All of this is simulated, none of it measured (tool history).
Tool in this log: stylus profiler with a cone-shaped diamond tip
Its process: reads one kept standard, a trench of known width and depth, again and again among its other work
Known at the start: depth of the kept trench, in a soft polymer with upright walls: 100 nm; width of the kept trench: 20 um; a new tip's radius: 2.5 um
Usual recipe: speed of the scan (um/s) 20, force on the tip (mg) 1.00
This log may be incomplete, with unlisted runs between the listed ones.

run   hour  speed of the scan (um/s)  force on the tip (mg)  depth of the trench (nm)  width of the trench's floor (nm)
  1    0.0                        20                   1.00                    100.46                             18440
  2   19.7                        20                   1.84                    100.58                             18480
  3   38.5                        20                   1.84                    100.55                             18440
  4   64.1                        20                   0.46                    100.22                             18340
  5   90.7                        20                   0.72                    100.28                             18410
  6  108.7                        20                   0.43                    100.21                             18280
  7  123.4                        20                   0.43                    100.06                             18330
  8  154.6                        20                   0.43                    100.28                             18330
  9  181.0                        11                   0.43                    100.19                             18420
 10  204.6                        44                   1.93                    100.53                             18310
 11  230.7                        44                   1.93                    100.61                             18370
 12  260.0                        17                   1.81                    100.61                             18500

Branching from run 12: 3 alternative next runs. What would each branch give?
  A  294.9                        61                   1.52                         ?                                 ?
  B  294.9                         5                   1.13                         ?                                 ?
  C  294.9                        30                   2.30                         ?                                 ?

run  depth of the trench (nm)  width of the trench's floor (nm)
  A                    100.55                             18230
  B                    100.48                             18500
  C                    100.67                             18440
Stripped of hidden state, with their random variation kept, the same runs would have yielded:
run  depth of the trench (nm)  width of the trench's floor (nm)
  A                    100.55                             18240
  B                    100.47                             18510
  C                    100.66                             18450
